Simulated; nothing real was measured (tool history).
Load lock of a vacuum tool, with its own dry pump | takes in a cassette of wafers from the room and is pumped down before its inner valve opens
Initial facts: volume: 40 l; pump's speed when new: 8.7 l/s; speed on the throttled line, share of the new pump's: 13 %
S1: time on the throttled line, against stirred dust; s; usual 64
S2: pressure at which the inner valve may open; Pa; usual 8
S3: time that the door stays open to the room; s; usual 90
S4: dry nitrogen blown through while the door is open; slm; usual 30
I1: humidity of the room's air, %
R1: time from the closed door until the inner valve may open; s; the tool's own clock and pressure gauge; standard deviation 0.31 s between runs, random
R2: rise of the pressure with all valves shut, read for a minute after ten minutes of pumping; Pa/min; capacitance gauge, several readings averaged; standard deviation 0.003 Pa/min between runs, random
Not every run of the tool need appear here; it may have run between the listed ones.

run,hour,S1,S2,S3,S4,I1,R1,R2
1,0,64,8,90,30,41,100.7,0.255
2,286.3,64,8,90,30,46.3,100.8,0.283
3,609,64,11,90,30,45.8,99.3,0.281
# hour 831.8: door's seal changed, seat wiped
4,871.8,64,11,30,30,46.4,99.3,0.035
5,1196.1,64,11,30,30,44.5,100.2,0.041
6,1524.4,64,8,90,30,46.2,101.1,0.052
7,1743.5,64,8,90,30,41.4,101.4,0.056
8,2063.6,64,8,90,30,47.2,101,0.062
9,2380.3,64,8,90,30,44.2,101.5,0.055
10,2578.8,64,8,90,30,45,101.6,0.065
11,2896.9,64,13,90,30,45,99.6,0.07
12,3106.1,64,13,90,30,45.4,99.5,0.064
13,3357,64,13,90,30,46.2,99,0.069
14,3633.6,64,13,90,30,44.7,99.1,0.07
15,3816.9,64,12,90,30,44.5,100.3,0.076
16,4010.9,64,12,90,30,42.8,100.4,0.077
17,4280.3,64,8,90,30,47.3,102.7,0.082
18,4591.1,64,8,90,30,40.5,102.8,0.079
19,4916.8,64,8,90,30,46.2,102.3,0.086
20,5188.5,64,8,90,30,43.2,102.8,0.086
21,5333.5,89,8,168,42,45.8,124.4,0.094
22,5599.9,64,8,81,44,44.9,103,0.088
23,5922,85,10,164,5,43,120.4,0.152
24,6088.8,104,8,90,30,45.1,138.2,0.101
25,6307.6,104,8,90,30,45.7,137.1,0.103
26,6452.4,100,8,90,30,50.6,134.8,0.11
27,6760.3,98,13,103,30,49.9,131.3,0.121
28,7037.2,98,13,103,30,45.7,130.8,0.117
29,7246.9,46,13,106,30,47.9,85.7,0.128
30,7494.5,33,8,103,30,45.1,77.6,0.126
31,7725.3,100,8,186,17,43.2,135,0.158
32,7911.3,64,16,30,30,43.3,101.2,0.115
33,8078.7,64,16,30,30,45.7,100.8,0.124
34,8266.4,118,8,90,15,47.8,151.5,0.158
35,8585.5,64,10,223,11,43.4,103.4,0.194
36,8870.8,64,8,36,21,43.7,104.7,0.14
37,9005.6,64,8,36,21,43.1,105.3,0.142

3 ways to go on from here, each from the tool as it stands after run 37. What would each give?
# hour 9107.3: dry pump taken out, an overhauled one fitted
A,9234.7,47,8,25,6,44.8,?,?
# hour 9107.3: dry pump taken out, an overhauled one fitted
B,9234.7,64,8,90,42,47.5,?,?
# hour 9107.3: dry pump taken out, an overhauled one fitted
C,9234.7,97,8,126,21,46.2,?,?

run,R1,R2
A,85.1,0.159
B,100,0.157
C,128.1,0.171
Stripped of hidden state, with their random variation kept, the same runs would have yielded:
run,R1,R2
A,84.8,0.053
B,99.7,0.052
C,127.9,0.067

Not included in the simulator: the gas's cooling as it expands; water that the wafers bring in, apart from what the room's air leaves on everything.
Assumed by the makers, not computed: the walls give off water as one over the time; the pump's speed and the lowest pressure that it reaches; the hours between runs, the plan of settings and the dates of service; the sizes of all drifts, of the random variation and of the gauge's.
